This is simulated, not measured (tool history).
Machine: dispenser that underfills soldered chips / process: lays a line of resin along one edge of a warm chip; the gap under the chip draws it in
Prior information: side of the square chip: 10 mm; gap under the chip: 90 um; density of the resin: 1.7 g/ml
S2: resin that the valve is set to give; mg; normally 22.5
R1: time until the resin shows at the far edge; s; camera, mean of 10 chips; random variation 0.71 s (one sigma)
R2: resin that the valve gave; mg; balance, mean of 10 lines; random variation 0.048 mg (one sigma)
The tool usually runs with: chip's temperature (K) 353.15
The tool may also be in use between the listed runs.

{"run": 1, "hour": 0.0, "chip's temperature (K)": 353.15, "S2": 22.5, "R1": 66.2, "R2": 21.96}
{"run": 2, "hour": 6.8, "chip's temperature (K)": 353.15, "S2": 29.0, "R1": 87.6, "R2": 28.27}
{"hour": 12.6, "done": "new syringe of resin"}
{"run": 3, "hour": 12.7, "chip's temperature (K)": 353.15, "S2": 22.5, "R1": 62.7, "R2": 21.77}
{"run": 4, "hour": 20.5, "chip's temperature (K)": 353.15, "S2": 22.5, "R1": 89.1, "R2": 21.69}
{"run": 5, "hour": 25.0, "chip's temperature (K)": 353.15, "S2": 22.5, "R1": 106.3, "R2": 21.6}
{"hour": 27.2, "done": "new syringe of resin"}
{"run": 6, "hour": 32.7, "chip's temperature (K)": 353.15, "S2": 29.1, "R1": 77.6, "R2": 27.83}
{"run": 7, "hour": 36.5, "chip's temperature (K)": 353.15, "S2": 29.1, "R1": 89.8, "R2": 27.76}
{"hour": 41.7, "done": "new syringe of resin"}
{"run": 8, "hour": 41.7, "chip's temperature (K)": 354.15, "S2": 22.5, "R1": 61.8, "R2": 21.44}
{"hour": 43.8, "done": "dispensing valve cleaned and set on the balance"}
{"run": 9, "hour": 49.8, "chip's temperature (K)": 353.15, "S2": 27.2, "R1": 81.6, "R2": 27.09}
{"hour": 57.1, "done": "new syringe of resin"}
{"run": 10, "hour": 57.1, "chip's temperature (K)": 353.15, "S2": 27.2, "R1": 61.6, "R2": 27.01}
{"run": 11, "hour": 63.5, "chip's temperature (K)": 341.15, "S2": 27.4, "R1": 119.3, "R2": 27.08}
{"run": 12, "hour": 67.0, "chip's temperature (K)": 341.15, "S2": 27.4, "R1": 140.2, "R2": 27.02}
{"run": 13, "hour": 71.0, "chip's temperature (K)": 347.15, "S2": 20.7, "R1": 139.0, "R2": 20.32}
{"hour": 71.8, "done": "new syringe of resin"}
{"run": 14, "hour": 79.3, "chip's temperature (K)": 347.15, "S2": 20.7, "R1": 105.9, "R2": 20.35}
{"run": 15, "hour": 85.7, "chip's temperature (K)": 347.15, "S2": 20.7, "R1": 137.6, "R2": 20.21}
{"hour": 86.7, "done": "new syringe of resin"}
{"run": 16, "hour": 93.4, "chip's temperature (K)": 347.15, "S2": 20.7, "R1": 103.2, "R2": 20.19}
{"run": 17, "hour": 96.8, "chip's temperature (K)": 366.15, "S2": 21.5, "R1": 63.4, "R2": 20.93}
{"hour": 101.2, "done": "new syringe of resin"}
{"run": 18, "hour": 101.2, "chip's temperature (K)": 345.15, "S2": 26.7, "R1": 79.3, "R2": 25.77}
{"run": 19, "hour": 108.3, "chip's temperature (K)": 368.15, "S2": 29.0, "R1": 49.6, "R2": 27.93}
{"run": 20, "hour": 115.0, "chip's temperature (K)": 368.15, "S2": 29.0, "R1": 65.3, "R2": 27.69}

4 ways to go on from here, each from the tool as it stands after run 20. What would each give?
{"hour": 115.7, "done": "new syringe of resin"}
{"run": "A", "hour": 122.3, "chip's temperature (K)": 353.15, "S2": 26.5, "R1": "?", "R2": "?"}
{"hour": 115.7, "done": "new syringe of resin"}
{"run": "B", "hour": 122.3, "chip's temperature (K)": 364.15, "S2": 21.7, "R1": "?", "R2": "?"}
{"hour": 115.7, "done": "new syringe of resin"}
{"run": "C", "hour": 122.3, "chip's temperature (K)": 341.15, "S2": 21.0, "R1": "?", "R2": "?"}
{"hour": 115.7, "done": "new syringe of resin"}
{"run": "D", "hour": 122.3, "chip's temperature (K)": 367.15, "S2": 27.5, "R1": "?", "R2": "?"}

run=A R1=81.4 R2=25.36
run=B R1=58.6 R2=20.77
run=C R1=127.0 R2=20.14
run=D R1=50.9 R2=26.21
Without the tool's hidden state the same runs would have given:
run=A R1=63.7 R2=26.51
run=B R1=45.5 R2=21.72
run=C R1=98.8 R2=21.06
run=D R1=39.8 R2=27.40
